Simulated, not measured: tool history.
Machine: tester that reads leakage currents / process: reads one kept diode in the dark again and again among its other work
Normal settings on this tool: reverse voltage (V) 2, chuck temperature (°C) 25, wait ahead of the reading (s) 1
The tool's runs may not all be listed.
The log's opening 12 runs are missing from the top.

| run | hour | reverse voltage (V) | chuck temperature (°C) | wait ahead of the reading (s) | current that the tester gives (pA) |
|---|---|---|---|---|---|
| 13 | 1235 | 7.27 | 60 | 7.77 | 2059.39 |
| 14 | 1318.1 | 7.27 | 60 | 7.77 | 2058.6 |
| 15 | 1446.8 | 2 | 25 | 1 | 119.83 |
| 16 | 1550.6 | 2 | 25 | 1 | 118.35 |
| 17 | 1677.6 | 2 | 25 | 1.24 | 117.22 |
|  | 1709.6 | chuck's temperature calibrated |
| 18 | 1814.3 | 2 | 25 | 1.24 | 128.13 |
| 19 | 1943.4 | 2 | 25 | 0.81 | 126.07 |
|  | 2088.5 | tester calibrated |
| 20 | 2088.5 | 2 | 25 | 0.81 | 126.59 |
| 21 | 2188.6 | 11.84 | 26 | 0.81 | 304.84 |
| 22 | 2319.2 | 11.84 | 26 | 0.81 | 303.06 |
| 23 | 2401.4 | 2 | 41 | 9.11 | 363.25 |
| 24 | 2524.8 | 18.26 | 21 | 9.11 | 256.36 |
| 25 | 2628.9 | 1.08 | 52 | 0.54 | 544.01 |
| 26 | 2727.1 | 4.85 | 34 | 1.45 | 331.29 |
|  | 2746.5 | chuck's temperature calibrated |
| 27 | 2869 | 4.85 | 34 | 1.45 | 366.33 |
| 28 | 2959.9 | 7.63 | 53 | 1.19 | 1479.89 |
| 29 | 3070 | 2 | 25 | 4.03 | 129.86 |
| 30 | 3202.9 | 14.82 | 46 | 1 | 1277.89 |
| 31 | 3273.5 | 14.82 | 46 | 1 | 1268.52 |
| 32 | 3402.4 | 3.01 | 40 | 1 | 417.98 |
| 33 | 3486.2 | 2.65 | 25 | 1 | 142.02 |
| 34 | 3600.7 | 2 | 21 | 1 | 93.45 |

For run 35, what comes out?
| 35 | 3697 | 2 | 23 | 1 | ? |

Run 35 produced current that the tester gives (pA) 106.75.
With the hidden condition absent and the run-to-run variation left alone, this run would have shown current that the tester gives (pA) 113.11.

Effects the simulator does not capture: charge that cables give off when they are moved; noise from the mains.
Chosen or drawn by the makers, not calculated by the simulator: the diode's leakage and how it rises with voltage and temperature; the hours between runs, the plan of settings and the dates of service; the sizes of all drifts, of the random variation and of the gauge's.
